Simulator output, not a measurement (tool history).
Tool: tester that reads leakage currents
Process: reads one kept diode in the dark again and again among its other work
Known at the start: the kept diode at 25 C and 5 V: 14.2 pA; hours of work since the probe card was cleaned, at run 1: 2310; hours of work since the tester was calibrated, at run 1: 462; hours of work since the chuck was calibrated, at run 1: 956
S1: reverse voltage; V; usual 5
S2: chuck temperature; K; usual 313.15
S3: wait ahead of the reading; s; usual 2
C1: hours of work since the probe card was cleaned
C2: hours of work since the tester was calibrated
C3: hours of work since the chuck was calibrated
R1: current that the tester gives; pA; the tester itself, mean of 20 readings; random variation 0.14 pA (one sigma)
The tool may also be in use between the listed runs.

run	day	S1	S2	S3	C1	C2	C3	R1
1	0	5	313.15	2	2310	462	956	53.42
2	1.562	5	313.15	2	2331	483	976	54.15
3	2.804	5	313.15	2	2348	499	993	53.9
4	4.171	5	313.15	2	2366	517	1011	54.07
5	5.708	5	313.15	2	2386	538	1031	54.51
6	6.812	5	313.15	2	2401	552	1046	54.4
7	8.217	5	313.15	2	2419	571	1065	54.58
8	9.246	5	313.15	2	2433	585	1078	54.54
9	10.462	5	313.15	2	2449	601	1094	55.03
10	12.062	5	313.15	2	2470	622	1116	54.97
11	13.654	12.35	296.15	0.68	2491	643	1137	44.84
12	15.504	7.14	315.15	0.88	2516	667	1161	76.24
# day 15.679: tester calibrated
13	16.908	7.14	315.15	0.88	2533	16	1179	75.6
14	18.267	7.14	304.15	0.88	2551	34	1197	42.79
# day 18.446: tester calibrated, once more
15	19.3	1.76	304.15	5.92	2564	11	1209	18.6
16	20.521	1.51	313.15	9.09	2580	27	1225	29.87
17	21.588	11.36	313.15	2	2594	42	1240	89.01

Forecast each of these 4 alternatives for the next run:
A	23.138	5	322.15	2	2615	62	1260	?
B	23.138	1.47	296.15	2	2615	62	1260	?
C	23.138	4.68	313.15	2	2615	62	1260	?
D	23.138	1.89	299.15	2	2615	62	1260	?

run	R1
A	94.37
B	10.82
C	54.38
D	14.88
Without the tool's hidden state the same runs would have given:
run	R1
A	75.63
B	7.18
C	40.64
D	10.09
